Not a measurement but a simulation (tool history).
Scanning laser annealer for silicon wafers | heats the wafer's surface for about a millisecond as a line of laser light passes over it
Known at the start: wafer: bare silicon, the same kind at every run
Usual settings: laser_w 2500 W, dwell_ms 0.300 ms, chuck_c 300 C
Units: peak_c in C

run	hour	laser_w	dwell_ms	chuck_c	peak_c
1	0.0	2500	0.300	300	1007
2	53.3	2500	0.300	300	1008
3	104.3	2500	0.300	283	994
4	154.8	2500	0.300	283	991
5	212.8	2500	0.300	283	993
6	268.8	2500	0.300	300	1008
7	298.1	2691	0.278	295	1040
8	353.4	2691	0.293	295	1059
9	410.9	2192	0.257	318	886
10	437.9	2569	0.368	322	1120
11	500.3	2338	0.368	322	1041

Not shown: 1 entry that the log had between the listed runs. Between which runs, and how does the tool's hidden state differ before and after?
Between runs 4 and 5: window over the wafer cleaned (hour 187.0)
  light that passes the window, % of a clean one's: 99.93 -> 100
